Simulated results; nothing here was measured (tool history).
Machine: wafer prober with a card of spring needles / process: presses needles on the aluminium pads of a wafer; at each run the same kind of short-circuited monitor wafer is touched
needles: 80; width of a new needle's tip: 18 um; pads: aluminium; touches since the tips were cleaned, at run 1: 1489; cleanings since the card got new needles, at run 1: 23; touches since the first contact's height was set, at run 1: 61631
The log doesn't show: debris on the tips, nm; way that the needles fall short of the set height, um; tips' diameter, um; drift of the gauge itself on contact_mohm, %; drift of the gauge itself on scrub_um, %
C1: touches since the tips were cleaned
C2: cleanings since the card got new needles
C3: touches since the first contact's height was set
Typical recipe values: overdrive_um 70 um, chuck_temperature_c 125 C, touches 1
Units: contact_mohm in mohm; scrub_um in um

{"run": 1, "hour": 0.0, "overdrive_um": 70, "chuck_temperature_c": 125, "touches": 1, "C1": 1489, "C2": 23, "C3": 61631, "contact_mohm": 231, "scrub_um": 14.08}
{"run": 2, "hour": 26.9, "overdrive_um": 70, "chuck_temperature_c": 125, "touches": 1, "C1": 5962, "C2": 23, "C3": 66104, "contact_mohm": 312, "scrub_um": 14.21}
{"hour": 45.8, "done": "tips cleaned on abrasive film"}
{"run": 3, "hour": 59.9, "overdrive_um": 90, "chuck_temperature_c": 125, "touches": 1, "C1": 2341, "C2": 24, "C3": 71582, "contact_mohm": 217, "scrub_um": 18.35}
{"run": 4, "hour": 87.6, "overdrive_um": 90, "chuck_temperature_c": 125, "touches": 1, "C1": 6950, "C2": 24, "C3": 76191, "contact_mohm": 263, "scrub_um": 18.41}
{"hour": 100.2, "done": "tips cleaned on abrasive film"}
{"run": 5, "hour": 119.2, "overdrive_um": 90, "chuck_temperature_c": 125, "touches": 1, "C1": 3168, "C2": 25, "C3": 81448, "contact_mohm": 238, "scrub_um": 18.37}
{"hour": 154.4, "done": "tips cleaned on abrasive film"}
{"run": 6, "hour": 161.5, "overdrive_um": 90, "chuck_temperature_c": 125, "touches": 1, "C1": 1180, "C2": 26, "C3": 88468, "contact_mohm": 200, "scrub_um": 18.19}
{"run": 7, "hour": 201.7, "overdrive_um": 90, "chuck_temperature_c": 125, "touches": 1, "C1": 7876, "C2": 26, "C3": 95164, "contact_mohm": 273, "scrub_um": 18.25}
{"hour": 209.4, "done": "tips cleaned on abrasive film"}
{"run": 8, "hour": 240.8, "overdrive_um": 76, "chuck_temperature_c": 125, "touches": 1, "C1": 5220, "C2": 27, "C3": 101652, "contact_mohm": 292, "scrub_um": 15.39}
{"hour": 265.4, "done": "tips cleaned on abrasive film"}
{"run": 9, "hour": 280.3, "overdrive_um": 52, "chuck_temperature_c": 125, "touches": 1, "C1": 2477, "C2": 28, "C3": 108216, "contact_mohm": 330, "scrub_um": 10.48}
{"run": 10, "hour": 304.5, "overdrive_um": 52, "chuck_temperature_c": 125, "touches": 1, "C1": 6510, "C2": 28, "C3": 112249, "contact_mohm": 444, "scrub_um": 10.31}
{"hour": 321.5, "done": "tips cleaned on abrasive film"}
{"run": 11, "hour": 335.5, "overdrive_um": 52, "chuck_temperature_c": 125, "touches": 1, "C1": 2344, "C2": 29, "C3": 117399, "contact_mohm": 334, "scrub_um": 10.32}
{"hour": 375.4, "done": "tips cleaned on abrasive film"}
{"run": 12, "hour": 381.8, "overdrive_um": 52, "chuck_temperature_c": 125, "touches": 1, "C1": 1064, "C2": 30, "C3": 125089, "contact_mohm": 280, "scrub_um": 10.39}
{"run": 13, "hour": 411.4, "overdrive_um": 52, "chuck_temperature_c": 125, "touches": 1, "C1": 5982, "C2": 30, "C3": 130007, "contact_mohm": 434, "scrub_um": 10.44}
{"hour": 431.3, "done": "tips cleaned on abrasive film"}
{"run": 14, "hour": 459.4, "overdrive_um": 84, "chuck_temperature_c": 125, "touches": 1, "C1": 4679, "C2": 31, "C3": 137994, "contact_mohm": 264, "scrub_um": 16.98}
{"hour": 485.4, "done": "tips cleaned on abrasive film"}
{"run": 15, "hour": 502.4, "overdrive_um": 74, "chuck_temperature_c": 31, "touches": 3, "C1": 2822, "C2": 32, "C3": 145129, "contact_mohm": 192, "scrub_um": 14.94}
{"run": 16, "hour": 528.6, "overdrive_um": 74, "chuck_temperature_c": 31, "touches": 3, "C1": 7185, "C2": 32, "C3": 149492, "contact_mohm": 222, "scrub_um": 14.89}
{"hour": 541.4, "done": "tips cleaned on abrasive film"}
{"run": 17, "hour": 562.2, "overdrive_um": 71, "chuck_temperature_c": 125, "touches": 2, "C1": 3465, "C2": 33, "C3": 155073, "contact_mohm": 243, "scrub_um": 14.15}
{"hour": 595.4, "done": "tips cleaned on abrasive film"}
{"run": 18, "hour": 603.1, "overdrive_um": 71, "chuck_temperature_c": 125, "touches": 2, "C1": 1280, "C2": 34, "C3": 161863, "contact_mohm": 215, "scrub_um": 14.31}
{"hour": 630.9, "done": "height of the first contact set anew"}
{"run": 19, "hour": 643.2, "overdrive_um": 86, "chuck_temperature_c": 125, "touches": 1, "C1": 7898, "C2": 34, "C3": 2037, "contact_mohm": 281, "scrub_um": 17.84}
{"hour": 651.6, "done": "tips cleaned on abrasive film"}
{"run": 20, "hour": 676.0, "overdrive_um": 86, "chuck_temperature_c": 125, "touches": 1, "C1": 4060, "C2": 35, "C3": 7493, "contact_mohm": 252, "scrub_um": 17.84}
{"hour": 705.3, "done": "tips cleaned on abrasive film"}
{"run": 21, "hour": 706.5, "overdrive_um": 54, "chuck_temperature_c": 33, "touches": 2, "C1": 198, "C2": 36, "C3": 12557, "contact_mohm": 181, "scrub_um": 11.09}
{"run": 22, "hour": 743.9, "overdrive_um": 71, "chuck_temperature_c": 72, "touches": 1, "C1": 6425, "C2": 36, "C3": 18784, "contact_mohm": 321, "scrub_um": 14.65}
{"hour": 761.7, "done": "tips cleaned on abrasive film"}
{"run": 23, "hour": 779.1, "overdrive_um": 71, "chuck_temperature_c": 72, "touches": 1, "C1": 2913, "C2": 37, "C3": 24631, "contact_mohm": 259, "scrub_um": 14.48}
{"hour": 817.3, "done": "tips cleaned on abrasive film"}
{"run": 24, "hour": 827.2, "overdrive_um": 71, "chuck_temperature_c": 72, "touches": 1, "C1": 1636, "C2": 38, "C3": 32609, "contact_mohm": 237, "scrub_um": 14.54}
{"hour": 874.5, "done": "tips cleaned on abrasive film"}
{"run": 25, "hour": 875.4, "overdrive_um": 71, "chuck_temperature_c": 72, "touches": 1, "C1": 148, "C2": 39, "C3": 40628, "contact_mohm": 190, "scrub_um": 14.45}
{"run": 26, "hour": 910.6, "overdrive_um": 54, "chuck_temperature_c": 125, "touches": 3, "C1": 6010, "C2": 39, "C3": 46490, "contact_mohm": 266, "scrub_um": 11.03}

Branching from run 26: 3 alternative next runs. What would each branch give?
{"hour": 930.4, "done": "tips cleaned on abrasive film"}
{"run": "A", "hour": 941.4, "overdrive_um": 70, "chuck_temperature_c": 36, "touches": 2, "C1": 1825, "C2": 40, "C3": 51591, "contact_mohm": "?", "scrub_um": "?"}
{"hour": 930.4, "done": "tips cleaned on abrasive film"}
{"run": "B", "hour": 941.4, "overdrive_um": 54, "chuck_temperature_c": 28, "touches": 1, "C1": 1825, "C2": 40, "C3": 51591, "contact_mohm": "?", "scrub_um": "?"}
{"hour": 930.4, "done": "tips cleaned on abrasive film"}
{"run": "C", "hour": 941.4, "overdrive_um": 70, "chuck_temperature_c": 117, "touches": 2, "C1": 1825, "C2": 40, "C3": 51591, "contact_mohm": "?", "scrub_um": "?"}

run=A contact_mohm=202 scrub_um=14.26
run=B contact_mohm=279 scrub_um=10.8
run=C contact_mohm=215 scrub_um=14.33
Without the tool's hidden state the same runs would have given:
run=A contact_mohm=158 scrub_um=14.42
run=B contact_mohm=162 scrub_um=10.96
run=C contact_mohm=176 scrub_um=14.49
